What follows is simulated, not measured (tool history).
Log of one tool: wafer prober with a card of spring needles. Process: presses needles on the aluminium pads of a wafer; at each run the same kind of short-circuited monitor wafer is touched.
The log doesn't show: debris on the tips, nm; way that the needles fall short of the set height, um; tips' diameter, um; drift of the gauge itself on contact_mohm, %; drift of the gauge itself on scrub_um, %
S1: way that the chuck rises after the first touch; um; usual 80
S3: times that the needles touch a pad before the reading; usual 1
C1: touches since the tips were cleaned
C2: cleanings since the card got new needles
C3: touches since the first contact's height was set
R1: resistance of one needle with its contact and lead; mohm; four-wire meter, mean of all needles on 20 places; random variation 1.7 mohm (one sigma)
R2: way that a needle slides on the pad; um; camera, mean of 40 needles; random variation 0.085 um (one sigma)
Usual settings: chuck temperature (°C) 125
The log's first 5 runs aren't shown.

{"hour": 44.3, "done": "tips cleaned on abrasive film"}
{"run": 6, "hour": 46.0, "S1": 80, "chuck temperature (°C)": 125, "S3": 1, "C1": 1151, "C2": 18, "C3": 100771, "R1": 170, "R2": 18.43}
{"hour": 51.5, "done": "tips cleaned on abrasive film"}
{"run": 7, "hour": 57.2, "S1": 80, "chuck temperature (°C)": 125, "S3": 1, "C1": 3983, "C2": 19, "C3": 108542, "R1": 172, "R2": 18.4}
{"hour": 59.3, "done": "tips cleaned on abrasive film"}
{"run": 8, "hour": 63.8, "S1": 80, "chuck temperature (°C)": 120, "S3": 1, "C1": 3098, "C2": 20, "C3": 113039, "R1": 171, "R2": 18.44}
{"hour": 66.7, "done": "tips cleaned on abrasive film"}
{"hour": 74.6, "done": "tips cleaned on abrasive film"}
{"run": 9, "hour": 76.0, "S1": 80, "chuck temperature (°C)": 125, "S3": 1, "C1": 981, "C2": 22, "C3": 121424, "R1": 168, "R2": 18.42}
{"hour": 81.7, "done": "tips cleaned on abrasive film"}
{"run": 10, "hour": 82.3, "S1": 62, "chuck temperature (°C)": 125, "S3": 1, "C1": 421, "C2": 23, "C3": 125686, "R1": 167, "R2": 14.01}
{"hour": 89.5, "done": "tips cleaned on abrasive film"}
{"run": 11, "hour": 91.2, "S1": 80, "chuck temperature (°C)": 29, "S3": 1, "C1": 1161, "C2": 24, "C3": 131831, "R1": 152, "R2": 18.39}
{"run": 12, "hour": 96.4, "S1": 80, "chuck temperature (°C)": 125, "S3": 2, "C1": 4759, "C2": 24, "C3": 135429, "R1": 170, "R2": 18.16}
{"hour": 97.6, "done": "tips cleaned on abrasive film"}
{"hour": 105.0, "done": "tips cleaned on abrasive film"}
{"run": 13, "hour": 105.1, "S1": 80, "chuck temperature (°C)": 125, "S3": 2, "C1": 74, "C2": 26, "C3": 141381, "R1": 163, "R2": 18.15}
{"run": 14, "hour": 110.4, "S1": 80, "chuck temperature (°C)": 125, "S3": 2, "C1": 3733, "C2": 26, "C3": 145040, "R1": 168, "R2": 18.31}
{"hour": 112.2, "done": "tips cleaned on abrasive film"}
{"hour": 119.6, "done": "tips cleaned on abrasive film"}
{"run": 15, "hour": 121.4, "S1": 80, "chuck temperature (°C)": 125, "S3": 2, "C1": 1236, "C2": 28, "C3": 152528, "R1": 167, "R2": 18.08}
{"hour": 127.2, "done": "tips cleaned on abrasive film"}
{"run": 16, "hour": 131.8, "S1": 80, "chuck temperature (°C)": 125, "S3": 1, "C1": 3208, "C2": 29, "C3": 159711, "R1": 170, "R2": 18.21}
{"hour": 134.7, "done": "tips cleaned on abrasive film"}
{"run": 17, "hour": 138.9, "S1": 68, "chuck temperature (°C)": 76, "S3": 1, "C1": 2958, "C2": 30, "C3": 164609, "R1": 169, "R2": 15.26}
{"hour": 142.4, "done": "tips cleaned on abrasive film"}
{"run": 18, "hour": 147.7, "S1": 68, "chuck temperature (°C)": 76, "S3": 1, "C1": 3671, "C2": 31, "C3": 170662, "R1": 172, "R2": 15.27}
{"hour": 149.5, "done": "tips cleaned on abrasive film"}
{"hour": 151.2, "done": "height of the first contact set anew"}
{"run": 19, "hour": 153.7, "S1": 68, "chuck temperature (°C)": 76, "S3": 1, "C1": 2705, "C2": 32, "C3": 1731, "R1": 167, "R2": 16.05}
{"hour": 157.4, "done": "tips cleaned on abrasive film"}
{"run": 20, "hour": 159.8, "S1": 68, "chuck temperature (°C)": 76, "S3": 1, "C1": 1625, "C2": 33, "C3": 5911, "R1": 163, "R2": 15.97}
{"hour": 165.3, "done": "tips cleaned on abrasive film"}
{"run": 21, "hour": 168.5, "S1": 68, "chuck temperature (°C)": 76, "S3": 1, "C1": 2222, "C2": 34, "C3": 11899, "R1": 164, "R2": 15.97}
{"hour": 172.8, "done": "tips cleaned on abrasive film"}
{"run": 22, "hour": 178.8, "S1": 68, "chuck temperature (°C)": 76, "S3": 1, "C1": 4183, "C2": 35, "C3": 19000, "R1": 170, "R2": 15.94}
{"hour": 180.1, "done": "tips cleaned on abrasive film"}
{"run": 23, "hour": 184.7, "S1": 76, "chuck temperature (°C)": 58, "S3": 2, "C1": 3207, "C2": 36, "C3": 23009, "R1": 159, "R2": 17.64}
{"hour": 187.3, "done": "tips cleaned on abrasive film"}
{"hour": 195.2, "done": "tips cleaned on abrasive film"}
{"run": 24, "hour": 196.2, "S1": 77, "chuck temperature (°C)": 68, "S3": 1, "C1": 677, "C2": 38, "C3": 30875, "R1": 158, "R2": 18.01}
{"hour": 202.4, "done": "tips cleaned on abrasive film"}
{"run": 25, "hour": 204.0, "S1": 77, "chuck temperature (°C)": 68, "S3": 1, "C1": 1121, "C2": 39, "C3": 36243, "R1": 160, "R2": 18.08}

Forecast run 26:
{"hour": 210.1, "done": "tips cleaned on abrasive film"}
{"run": 26, "hour": 215.8, "S1": 92, "chuck temperature (°C)": 62, "S3": 2, "C1": 3951, "C2": 40, "C3": 44366, "R1": "?", "R2": "?"}

Run 26 gave R1 156 mohm, R2 21.44 um.
Without the tool's hidden state the same run would have given R1 151 mohm, R2 21.64 um.

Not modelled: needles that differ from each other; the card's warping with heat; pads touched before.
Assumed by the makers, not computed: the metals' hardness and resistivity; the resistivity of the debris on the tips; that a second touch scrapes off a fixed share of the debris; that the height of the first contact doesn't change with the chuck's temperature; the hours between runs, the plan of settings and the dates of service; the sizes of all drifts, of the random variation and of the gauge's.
